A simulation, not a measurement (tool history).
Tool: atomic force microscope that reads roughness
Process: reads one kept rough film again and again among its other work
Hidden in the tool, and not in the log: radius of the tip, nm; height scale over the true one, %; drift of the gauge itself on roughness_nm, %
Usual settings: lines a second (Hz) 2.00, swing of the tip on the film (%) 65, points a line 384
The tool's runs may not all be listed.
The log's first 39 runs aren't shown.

| run | hour | lines a second (Hz) | swing of the tip on the film (%) | points a line | pictures with this tip | hours of work since the height scale was calibrated | roughness of the kept film (nm (root mean square)) |
|---|---|---|---|---|---|---|---|
| 40 | 1315.5 | 1.61 | 74 | 960 | 129 | 1113 | 0.473 |
| 41 | 1348.6 | 1.70 | 78 | 421 | 170 | 1130 | 0.463 |
| 42 | 1387.7 | 1.15 | 65 | 941 | 219 | 1150 | 0.489 |
|  | 1411.3 | new tip fitted |
| 43 | 1418.6 | 1.15 | 65 | 941 | 9 | 1166 | 0.491 |
| 44 | 1461.4 | 1.41 | 65 | 384 | 62 | 1188 | 0.485 |
| 45 | 1486.0 | 1.41 | 65 | 384 | 92 | 1201 | 0.485 |
| 46 | 1525.6 | 2.00 | 75 | 384 | 141 | 1221 | 0.462 |
| 47 | 1567.0 | 2.00 | 75 | 384 | 193 | 1242 | 0.465 |
| 48 | 1597.4 | 2.35 | 83 | 378 | 230 | 1258 | 0.437 |
|  | 1611.7 | new tip fitted |
| 49 | 1621.3 | 2.35 | 83 | 378 | 12 | 1270 | 0.437 |

Forecast each of these 3 alternatives for the next run:
| A | 1658.1 | 2.40 | 73 | 384 | 57 | 1289 | ? |
| B | 1658.1 | 2.35 | 83 | 379 | 57 | 1289 | ? |
| C | 1658.1 | 2.07 | 55 | 279 | 57 | 1289 | ? |

| run | roughness of the kept film (nm (root mean square)) |
|---|---|
| A | 0.459 |
| B | 0.436 |
| C | 0.486 |
Without the tool's hidden state the same runs would have given:
| run | roughness of the kept film (nm (root mean square)) |
|---|---|
| A | 0.459 |
| B | 0.436 |
| C | 0.486 |
